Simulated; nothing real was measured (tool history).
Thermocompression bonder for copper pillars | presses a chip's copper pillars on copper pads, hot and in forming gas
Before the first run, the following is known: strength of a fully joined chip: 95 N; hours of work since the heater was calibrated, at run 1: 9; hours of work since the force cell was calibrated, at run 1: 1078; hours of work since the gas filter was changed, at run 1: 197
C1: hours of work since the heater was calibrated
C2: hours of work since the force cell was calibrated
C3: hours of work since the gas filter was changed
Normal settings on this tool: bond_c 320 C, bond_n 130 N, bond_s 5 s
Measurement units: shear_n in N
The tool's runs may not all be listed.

{"run": 1, "hour": 0.0, "bond_c": 320, "bond_n": 130, "bond_s": 5, "C1": 9, "C2": 1078, "C3": 197, "shear_n": 32.6}
{"hour": 32.4, "done": "forming gas filter changed"}
{"run": 2, "hour": 45.6, "bond_c": 320, "bond_n": 130, "bond_s": 5, "C1": 35, "C2": 1105, "C3": 8, "shear_n": 33.8}
{"run": 3, "hour": 93.3, "bond_c": 325, "bond_n": 130, "bond_s": 5, "C1": 64, "C2": 1133, "C3": 36, "shear_n": 35.0}
{"run": 4, "hour": 139.8, "bond_c": 325, "bond_n": 130, "bond_s": 3, "C1": 91, "C2": 1160, "C3": 64, "shear_n": 29.3}
{"run": 5, "hour": 177.0, "bond_c": 325, "bond_n": 130, "bond_s": 3, "C1": 113, "C2": 1182, "C3": 86, "shear_n": 29.5}
{"run": 6, "hour": 211.8, "bond_c": 325, "bond_n": 130, "bond_s": 3, "C1": 134, "C2": 1203, "C3": 106, "shear_n": 27.9}
{"run": 7, "hour": 269.3, "bond_c": 320, "bond_n": 130, "bond_s": 5, "C1": 168, "C2": 1237, "C3": 140, "shear_n": 32.5}
{"run": 8, "hour": 307.6, "bond_c": 320, "bond_n": 130, "bond_s": 5, "C1": 190, "C2": 1260, "C3": 163, "shear_n": 32.5}
{"hour": 344.1, "done": "force cell calibrated"}
{"run": 9, "hour": 355.7, "bond_c": 320, "bond_n": 130, "bond_s": 5, "C1": 218, "C2": 7, "C3": 190, "shear_n": 32.3}
{"hour": 400.3, "done": "forming gas filter changed"}
{"run": 10, "hour": 400.3, "bond_c": 320, "bond_n": 130, "bond_s": 5, "C1": 244, "C2": 33, "C3": 0, "shear_n": 34.5}
{"run": 11, "hour": 426.1, "bond_c": 320, "bond_n": 130, "bond_s": 5, "C1": 259, "C2": 48, "C3": 15, "shear_n": 33.8}
{"run": 12, "hour": 474.6, "bond_c": 304, "bond_n": 130, "bond_s": 5, "C1": 288, "C2": 77, "C3": 44, "shear_n": 26.5}
{"run": 13, "hour": 501.9, "bond_c": 313, "bond_n": 116, "bond_s": 13, "C1": 304, "C2": 93, "C3": 60, "shear_n": 40.3}
{"run": 14, "hour": 559.6, "bond_c": 325, "bond_n": 106, "bond_s": 12, "C1": 338, "C2": 127, "C3": 94, "shear_n": 44.6}
{"run": 15, "hour": 610.5, "bond_c": 338, "bond_n": 90, "bond_s": 12, "C1": 368, "C2": 157, "C3": 124, "shear_n": 45.5}
{"run": 16, "hour": 641.1, "bond_c": 338, "bond_n": 90, "bond_s": 12, "C1": 387, "C2": 175, "C3": 143, "shear_n": 43.9}
{"run": 17, "hour": 677.0, "bond_c": 338, "bond_n": 90, "bond_s": 12, "C1": 408, "C2": 197, "C3": 164, "shear_n": 44.6}

Forecast each of these 5 alternatives for the next run:
{"run": "A", "hour": 723.6, "bond_c": 313, "bond_n": 170, "bond_s": 5, "C1": 435, "C2": 224, "C3": 191, "shear_n": "?"}
{"run": "B", "hour": 723.6, "bond_c": 318, "bond_n": 92, "bond_s": 13, "C1": 435, "C2": 224, "C3": 191, "shear_n": "?"}
{"run": "C", "hour": 723.6, "bond_c": 343, "bond_n": 130, "bond_s": 5, "C1": 435, "C2": 224, "C3": 191, "shear_n": "?"}
{"run": "D", "hour": 723.6, "bond_c": 325, "bond_n": 156, "bond_s": 7, "C1": 435, "C2": 224, "C3": 191, "shear_n": "?"}
{"run": "E", "hour": 723.6, "bond_c": 292, "bond_n": 104, "bond_s": 5, "C1": 435, "C2": 224, "C3": 191, "shear_n": "?"}

run=A shear_n=35.2
run=B shear_n=35.5
run=C shear_n=43.7
run=D shear_n=43.3
run=E shear_n=16.8
The same runs, with their run-to-run variation unchanged, on a tool lacking any hidden condition would have given:
run=A shear_n=38.8
run=B shear_n=39.1
run=C shear_n=47.8
run=D shear_n=47.5
run=E shear_n=18.8
